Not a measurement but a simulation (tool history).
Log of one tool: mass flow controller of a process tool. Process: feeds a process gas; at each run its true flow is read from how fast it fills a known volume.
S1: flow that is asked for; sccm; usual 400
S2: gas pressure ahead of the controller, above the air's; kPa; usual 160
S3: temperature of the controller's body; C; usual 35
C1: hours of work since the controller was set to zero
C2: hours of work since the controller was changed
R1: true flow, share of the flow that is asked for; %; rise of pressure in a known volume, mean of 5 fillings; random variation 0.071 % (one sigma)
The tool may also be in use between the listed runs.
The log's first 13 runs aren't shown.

Run 14, hour 3043.2: usual settings but S1 68 sccm, S2 245 kPa; C1 2737; C2 2737. Result: R1 97.55 %.
Run 15, hour 3217.2: usual settings but S3 24 C; C1 2801; C2 2801. Result: R1 97.07 %.
Run 16, hour 3413.3: usual settings but S3 24 C; C1 2873; C2 2873. Result: R1 96.9 %.
Run 17, hour 3696.7: usual settings but S3 24 C; C1 2978; C2 2978. Result: R1 96.76 %.
Run 18, hour 4031: usual settings but S3 24 C; C1 3102; C2 3102. Result: R1 96.51 %.
At hour 4119.6: gauge calibrated.
Run 19, hour 4192.5: usual settings but S1 112 sccm; C1 3161; C2 3161. Result: R1 99.61 %.
Run 20, hour 4340: usual settings but S1 112 sccm; C1 3216; C2 3216. Result: R1 99.51 %.
Run 21, hour 4551.6: usual settings but S1 112 sccm, S3 21 C; C1 3294; C2 3294. Result: R1 97.68 %.
Run 22, hour 4876.9: usual settings but S1 112 sccm, S3 21 C; C1 3414; C2 3414. Result: R1 97.52 %.
Run 23, hour 5051.8: usual settings but S1 112 sccm, S3 21 C; C1 3479; C2 3479. Result: R1 97.28 %.
Run 24, hour 5336.2: usual settings but S1 112 sccm, S3 21 C; C1 3584; C2 3584. Result: R1 97.28 %.

Forecast run 25:
Run 25, hour 5644.7: usual settings but S1 351 sccm, S3 31 C; C1 3698; C2 3698. Result: R1 ?.

R1: 98.88 %
Without the tool's hidden state the same run would have given R1 99.97 %.
